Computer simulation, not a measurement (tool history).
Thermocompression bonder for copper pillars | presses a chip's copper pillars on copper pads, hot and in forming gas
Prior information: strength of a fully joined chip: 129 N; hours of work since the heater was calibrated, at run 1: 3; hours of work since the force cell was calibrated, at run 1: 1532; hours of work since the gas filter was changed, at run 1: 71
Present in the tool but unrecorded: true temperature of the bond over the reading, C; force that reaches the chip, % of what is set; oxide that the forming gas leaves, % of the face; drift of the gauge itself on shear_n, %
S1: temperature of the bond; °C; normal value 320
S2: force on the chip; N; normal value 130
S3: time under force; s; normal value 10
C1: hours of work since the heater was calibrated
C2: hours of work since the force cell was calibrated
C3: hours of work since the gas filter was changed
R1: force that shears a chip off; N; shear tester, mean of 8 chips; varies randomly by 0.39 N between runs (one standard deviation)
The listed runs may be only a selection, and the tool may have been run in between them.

run	hour	S1	S2	S3	C1	C2	C3	R1
1	0	320	130	10	3	1532	71	88
# hour 11.4: force cell calibrated
2	55.7	320	130	10	43	32	111	88.4
3	123.4	320	130	10	91	81	159	87.7
4	170.4	320	130	13	125	115	193	93.5
5	211.2	320	84	10	155	144	223	68.2
6	267.1	320	130	10	195	185	263	86.8
7	320.6	320	130	10	234	223	302	87.7
8	368.4	320	130	10	268	258	336	86.8
9	412.7	320	130	10	300	290	368	87
10	484.9	320	130	10	352	342	420	87.2
11	530.1	320	178	10	385	374	453	100.1
# hour 536.6: forming gas filter changed
12	563.7	320	178	10	409	398	20	99.7
13	621	320	130	6	450	440	61	74.8
14	683.1	320	130	6	495	484	106	75.3
15	722.2	320	130	8	523	513	134	81.1
16	788.2	320	130	10	571	560	182	87.2
# hour 825.4: heater calibrated with a thermocouple chip
17	828.2	320	130	10	2	588	209	86.7
18	869.9	320	130	10	32	618	239	86.2
19	930.3	320	130	10	76	661	283	86.4
20	987.1	320	130	11	117	702	324	88.3
21	1042	304	121	28	156	742	363	97.5
22	1104.8	304	121	28	202	787	409	97.9
23	1140.3	320	130	23	227	813	434	104
# hour 1169.8: forming gas filter changed
24	1186.1	320	130	23	260	846	12	104.6
25	1248	320	130	23	305	890	56	104.7
26	1302.6	333	130	6	344	930	96	80.8
27	1363.8	333	126	6	388	974	140	79.9
28	1425	333	126	6	432	1018	184	79.4
29	1468.6	337	173	21	464	1049	216	116.3
30	1510.2	337	108	21	494	1080	246	102.6
31	1574.6	305	103	10	540	1126	292	67.9
# hour 1624: gauge calibrated
32	1642.6	337	151	9	589	1175	341	101.2
# hour 1659.7: heater calibrated with a thermocouple chip
33	1702.9	337	151	9	31	1217	383	99.7
34	1739	325	191	26	57	1243	409	120.3
# hour 1806.2: forming gas filter changed
35	1812.2	325	191	26	110	1296	4	120.2
36	1859.7	325	191	26	144	1330	39	119.9
37	1929.7	325	191	26	195	1380	89	119.5
38	1970.7	350	98	10	224	1410	119	90.2

The logged runs with the hidden state left out (each run's random variation unchanged):
run	R1
1	87.8
2	88.5
3	87.9
4	93.8
5	68.4
6	87.2
7	88.2
8	87.4
9	87.6
10	87.9
11	101
12	100.4
13	75.4
14	75.9
15	81.9
16	88.1
17	87.7
18	87.3
19	87.6
20	89.6
21	99
22	99.6
23	105.8
24	106.3
25	106.5
26	82.1
27	81.3
28	80.9
29	118.9
30	104.8
31	69.3
32	101.1
33	99.8
34	120.7
35	120.4
36	120.2
37	120
38	90.5

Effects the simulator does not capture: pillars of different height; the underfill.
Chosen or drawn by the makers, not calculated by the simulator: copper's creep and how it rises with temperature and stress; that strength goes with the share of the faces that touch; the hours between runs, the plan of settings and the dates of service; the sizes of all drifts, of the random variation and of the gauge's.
